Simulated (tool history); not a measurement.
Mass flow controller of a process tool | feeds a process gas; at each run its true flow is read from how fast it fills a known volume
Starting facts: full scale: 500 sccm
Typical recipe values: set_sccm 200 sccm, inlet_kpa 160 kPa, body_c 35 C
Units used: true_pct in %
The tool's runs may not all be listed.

| run | hour | set_sccm | inlet_kpa | body_c | true_pct |
|---|---|---|---|---|---|
| 1 | 0.0 | 200 | 160 | 35 | 99.30 |
| 2 | 61.8 | 200 | 160 | 35 | 99.32 |
| 3 | 118.5 | 200 | 160 | 35 | 99.07 |
| 4 | 207.4 | 200 | 160 | 35 | 99.02 |
| 5 | 292.0 | 200 | 160 | 35 | 98.92 |
| 6 | 362.2 | 200 | 160 | 35 | 98.85 |
| 7 | 425.0 | 200 | 160 | 37 | 98.61 |
| 8 | 488.3 | 200 | 160 | 35 | 98.71 |
| 9 | 578.9 | 191 | 160 | 35 | 98.59 |
| 10 | 654.3 | 191 | 160 | 35 | 98.40 |
| 11 | 738.9 | 296 | 150 | 22 | 99.34 |
| 12 | 840.0 | 200 | 266 | 35 | 97.79 |

The next listed run, before its measurement:
| 13 | 962.3 | 200 | 266 | 35 | ? |

Run 13 measured true_pct 97.59 %.
The same run, on a tool lacking any hidden state, would have yielded true_pct 98.69 %.
